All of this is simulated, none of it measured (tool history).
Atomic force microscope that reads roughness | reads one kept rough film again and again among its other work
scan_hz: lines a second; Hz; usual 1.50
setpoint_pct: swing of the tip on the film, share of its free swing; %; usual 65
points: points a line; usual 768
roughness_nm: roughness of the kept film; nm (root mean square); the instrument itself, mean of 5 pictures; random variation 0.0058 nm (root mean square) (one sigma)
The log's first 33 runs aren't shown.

{"run": 34, "hour": 295.0, "scan_hz": 2.93, "setpoint_pct": 84, "points": 514, "roughness_nm": 0.749}
{"run": 35, "hour": 300.7, "scan_hz": 0.57, "setpoint_pct": 80, "points": 335, "roughness_nm": 0.926}
{"run": 36, "hour": 309.5, "scan_hz": 0.61, "setpoint_pct": 70, "points": 281, "roughness_nm": 0.937}
{"run": 37, "hour": 318.2, "scan_hz": 1.5, "setpoint_pct": 65, "points": 532, "roughness_nm": 0.927}
{"run": 38, "hour": 326.4, "scan_hz": 1.5, "setpoint_pct": 75, "points": 802, "roughness_nm": 0.88}
{"run": 39, "hour": 334.7, "scan_hz": 0.75, "setpoint_pct": 71, "points": 352, "roughness_nm": 0.909}
{"hour": 346.3, "done": "new tip fitted"}
{"run": 40, "hour": 346.3, "scan_hz": 1.38, "setpoint_pct": 59, "points": 454, "roughness_nm": 1.042}
{"run": 41, "hour": 352.1, "scan_hz": 0.73, "setpoint_pct": 84, "points": 768, "roughness_nm": 1.001}
{"run": 42, "hour": 361.2, "scan_hz": 1.61, "setpoint_pct": 80, "points": 575, "roughness_nm": 0.92}
{"run": 43, "hour": 369.5, "scan_hz": 1.83, "setpoint_pct": 76, "points": 509, "roughness_nm": 0.917}
{"run": 44, "hour": 381.8, "scan_hz": 0.66, "setpoint_pct": 89, "points": 509, "roughness_nm": 0.949}
{"run": 45, "hour": 393.5, "scan_hz": 2.62, "setpoint_pct": 89, "points": 684, "roughness_nm": 0.722}
{"run": 46, "hour": 399.8, "scan_hz": 1.5, "setpoint_pct": 65, "points": 743, "roughness_nm": 0.952}
{"run": 47, "hour": 409.0, "scan_hz": 0.69, "setpoint_pct": 63, "points": 856, "roughness_nm": 0.989}
{"run": 48, "hour": 417.4, "scan_hz": 3.74, "setpoint_pct": 59, "points": 856, "roughness_nm": 0.904}
{"run": 49, "hour": 425.0, "scan_hz": 3.16, "setpoint_pct": 66, "points": 262, "roughness_nm": 0.838}
{"run": 50, "hour": 431.1, "scan_hz": 1.82, "setpoint_pct": 66, "points": 497, "roughness_nm": 0.905}
{"run": 51, "hour": 442.5, "scan_hz": 0.57, "setpoint_pct": 60, "points": 898, "roughness_nm": 0.949}
{"run": 52, "hour": 452.8, "scan_hz": 0.91, "setpoint_pct": 85, "points": 787, "roughness_nm": 0.847}
{"hour": 461.0, "done": "new tip fitted"}
{"run": 53, "hour": 462.1, "scan_hz": 0.69, "setpoint_pct": 70, "points": 768, "roughness_nm": 1.056}

3 ways to go on from here, each from the tool as it stands after run 53. What would each give?
{"run": "A", "hour": 473.5, "scan_hz": 1.5, "setpoint_pct": 65, "points": 727, "roughness_nm": "?"}
{"run": "B", "hour": 473.5, "scan_hz": 2.95, "setpoint_pct": 70, "points": 949, "roughness_nm": "?"}
{"run": "C", "hour": 473.5, "scan_hz": 0.69, "setpoint_pct": 74, "points": 768, "roughness_nm": "?"}

run=A roughness_nm=1.019
run=B roughness_nm=0.921
run=C roughness_nm=1.037
Without the tool's hidden state the same runs would have given:
run=A roughness_nm=1.037
run=B roughness_nm=0.938
run=C roughness_nm=1.055

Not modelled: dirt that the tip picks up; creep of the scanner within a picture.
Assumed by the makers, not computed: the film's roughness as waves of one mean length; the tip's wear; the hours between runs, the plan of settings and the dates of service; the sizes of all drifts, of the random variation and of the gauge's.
